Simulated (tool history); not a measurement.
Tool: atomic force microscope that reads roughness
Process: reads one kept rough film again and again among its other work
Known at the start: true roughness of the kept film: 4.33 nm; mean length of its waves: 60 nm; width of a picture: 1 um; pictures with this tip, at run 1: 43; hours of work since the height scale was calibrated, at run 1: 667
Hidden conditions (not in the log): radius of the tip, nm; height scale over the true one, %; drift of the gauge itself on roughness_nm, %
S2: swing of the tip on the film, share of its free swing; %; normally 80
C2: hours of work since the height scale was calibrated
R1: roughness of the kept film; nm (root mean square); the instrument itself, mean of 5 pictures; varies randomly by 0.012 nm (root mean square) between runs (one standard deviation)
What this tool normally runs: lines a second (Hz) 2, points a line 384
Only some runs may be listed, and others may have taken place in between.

Run 1, day 0: usual settings; pictures with this tip 43; C2 667. Result: R1 3.722 nm (root mean square).
Run 2, day 0.562: usual settings; pictures with this tip 78; C2 678. Result: R1 3.671 nm (root mean square).
Run 3, day 1.208: usual settings; pictures with this tip 118; C2 690. Result: R1 3.65 nm (root mean square).
Run 4, day 1.617: usual settings; pictures with this tip 144; C2 697. Result: R1 3.615 nm (root mean square).
Run 5, day 2.342: usual settings but S2 77 %; pictures with this tip 189; C2 711. Result: R1 3.65 nm (root mean square).
At day 3.038: new tip fitted.
Run 6, day 3.125: usual settings but S2 72 %; pictures with this tip 5; C2 725. Result: R1 3.907 nm (root mean square).
Run 7, day 3.696: usual settings but points a line 553; pictures with this tip 41; C2 736. Result: R1 3.702 nm (root mean square).
Run 8, day 4.588: usual settings but points a line 553; pictures with this tip 96; C2 753. Result: R1 3.649 nm (root mean square).
Run 9, day 5.071: usual settings but S2 76 %, points a line 553; pictures with this tip 126; C2 762. Result: R1 3.745 nm (root mean square).
Run 10, day 5.583: usual settings but S2 76 %, points a line 553; pictures with this tip 158; C2 771. Result: R1 3.685 nm (root mean square).
Run 11, day 6.392: usual settings; pictures with this tip 209; C2 786. Result: R1 3.562 nm (root mean square).
At day 6.8: new tip fitted.
Run 12, day 7.204: usual settings; pictures with this tip 25; C2 801. Result: R1 3.731 nm (root mean square).
Run 13, day 7.721: usual settings but lines a second (Hz) 3.8; pictures with this tip 57; C2 811. Result: R1 3.349 nm (root mean square).
Run 14, day 8.271: usual settings but points a line 964; pictures with this tip 91; C2 821. Result: R1 3.684 nm (root mean square).
Run 15, day 8.729: usual settings but points a line 964; pictures with this tip 120; C2 830. Result: R1 3.661 nm (root mean square).
Run 16, day 9.129: usual settings; pictures with this tip 144; C2 837. Result: R1 3.631 nm (root mean square).
Run 17, day 9.8: usual settings but S2 82 %; pictures with this tip 186; C2 850. Result: R1 3.542 nm (root mean square).
At day 10.579: new tip fitted.
Run 18, day 10.617: usual settings but lines a second (Hz) 0.84; pictures with this tip 3; C2 865. Result: R1 4.018 nm (root mean square).
Run 19, day 11.5: usual settings but lines a second (Hz) 0.84; pictures with this tip 58; C2 881. Result: R1 3.973 nm (root mean square).
Run 20, day 12.292: usual settings but lines a second (Hz) 0.84; pictures with this tip 107; C2 896. Result: R1 3.913 nm (root mean square).
Run 21, day 12.858: usual settings but lines a second (Hz) 0.84; pictures with this tip 142; C2 907. Result: R1 3.89 nm (root mean square).
Run 22, day 13.471: usual settings but lines a second (Hz) 0.84, points a line 257; pictures with this tip 180; C2 918. Result: R1 3.849 nm (root mean square).
Run 23, day 14.233: usual settings but lines a second (Hz) 0.84, points a line 257; pictures with this tip 228; C2 933. Result: R1 3.803 nm (root mean square).
At day 14.329: new tip fitted.
Run 24, day 14.629: usual settings but lines a second (Hz) 0.84, S2 57 %, points a line 379; pictures with this tip 19; C2 940. Result: R1 4.196 nm (root mean square).
Run 25, day 15.283: usual settings but S2 81 %, points a line 266; pictures with this tip 60; C2 952. Result: R1 3.669 nm (root mean square).
Run 26, day 15.654: usual settings but lines a second (Hz) 1.71, S2 87 %, points a line 417; pictures with this tip 83; C2 959. Result: R1 3.593 nm (root mean square).
Run 27, day 16.138: usual settings but lines a second (Hz) 1.71, S2 77 %, points a line 648; pictures with this tip 113; C2 968. Result: R1 3.779 nm (root mean square).
Run 28, day 16.8: usual settings but lines a second (Hz) 3.71, points a line 651; pictures with this tip 154; C2 980. Result: R1 3.282 nm (root mean square).
Run 29, day 17.179: usual settings but lines a second (Hz) 2.32, S2 81 %, points a line 662; pictures with this tip 178; C2 987. Result: R1 3.524 nm (root mean square).
Run 30, day 17.838: usual settings but lines a second (Hz) 0.54, S2 81 %, points a line 403; pictures with this tip 219; C2 1000. Result: R1 3.912 nm (root mean square).
At day 18.038: new tip fitted.
Run 31, day 18.421: usual settings but lines a second (Hz) 2.42, S2 68 %, points a line 381; pictures with this tip 24; C2 1010. Result: R1 3.901 nm (root mean square).
Run 32, day 19.075: usual settings but lines a second (Hz) 2.95, S2 88 %, points a line 341; pictures with this tip 64; C2 1022. Result: R1 3.25 nm (root mean square).
Run 33, day 19.842: usual settings but lines a second (Hz) 2.95, S2 88 %, points a line 341; pictures with this tip 112; C2 1037. Result: R1 3.196 nm (root mean square).
Run 34, day 20.296: usual settings but lines a second (Hz) 2.95, S2 88 %, points a line 341; pictures with this tip 140; C2 1045. Result: R1 3.18 nm (root mean square).
Run 35, day 20.912: usual settings but lines a second (Hz) 2.95, S2 88 %, points a line 341; pictures with this tip 179; C2 1057. Result: R1 3.168 nm (root mean square).
At day 21.792: new tip fitted.
Run 36, day 21.8: usual settings but lines a second (Hz) 1.52, S2 86 %, points a line 382; pictures with this tip 1; C2 1073. Result: R1 3.752 nm (root mean square).
Run 37, day 22.317: usual settings but S2 78 %, points a line 452; pictures with this tip 33; C2 1083. Result: R1 3.77 nm (root mean square).
Run 38, day 22.696: usual settings but S2 78 %, points a line 452; pictures with this tip 56; C2 1090. Result: R1 3.733 nm (root mean square).
Run 39, day 23.55: usual settings but lines a second (Hz) 3.76, S2 56 %, points a line 929; pictures with this tip 110; C2 1106. Result: R1 3.909 nm (root mean square).
Run 40, day 24.117: usual settings but lines a second (Hz) 3.76, S2 56 %, points a line 929; pictures with this tip 145; C2 1116. Result: R1 3.903 nm (root mean square).
Run 41, day 24.804: usual settings but lines a second (Hz) 3.76, S2 56 %, points a line 511; pictures with this tip 188; C2 1129. Result: R1 3.874 nm (root mean square).
Run 42, day 25.275: usual settings but lines a second (Hz) 3.76, S2 56 %, points a line 511; pictures with this tip 217; C2 1138. Result: R1 3.847 nm (root mean square).
At day 25.546: new tip fitted.
Run 43, day 25.842: usual settings but lines a second (Hz) 3.76, S2 56 %, points a line 511; pictures with this tip 19; C2 1148. Result: R1 4.006 nm (root mean square).
Run 44, day 26.304: usual settings but lines a second (Hz) 3.76, S2 56 %, points a line 511; pictures with this tip 48; C2 1157. Result: R1 3.984 nm (root mean square).
Run 45, day 26.675: usual settings but lines a second (Hz) 3.22, S2 73 %; pictures with this tip 71; C2 1164. Result: R1 3.664 nm (root mean square).
Run 46, day 27.45: usual settings but lines a second (Hz) 3.22, S2 73 %; pictures with this tip 119; C2 1179. Result: R1 3.622 nm (root mean square).

Forecast each of these 3 alternatives for the next run:
Run A, day 28.279: usual settings but points a line 419; pictures with this tip 171; C2 1194. Result: R1 ?.
Run B, day 28.279: usual settings but points a line 429; pictures with this tip 171; C2 1194. Result: R1 ?.
Run C, day 28.279: usual settings but S2 75 %, points a line 352; pictures with this tip 171; C2 1194. Result: R1 ?.

run     R1
  A  3.633
  B  3.642
  C  3.729
With no hidden state in the tool, these same runs would have given:
run     R1
  A  3.723
  B  3.733
  C  3.822
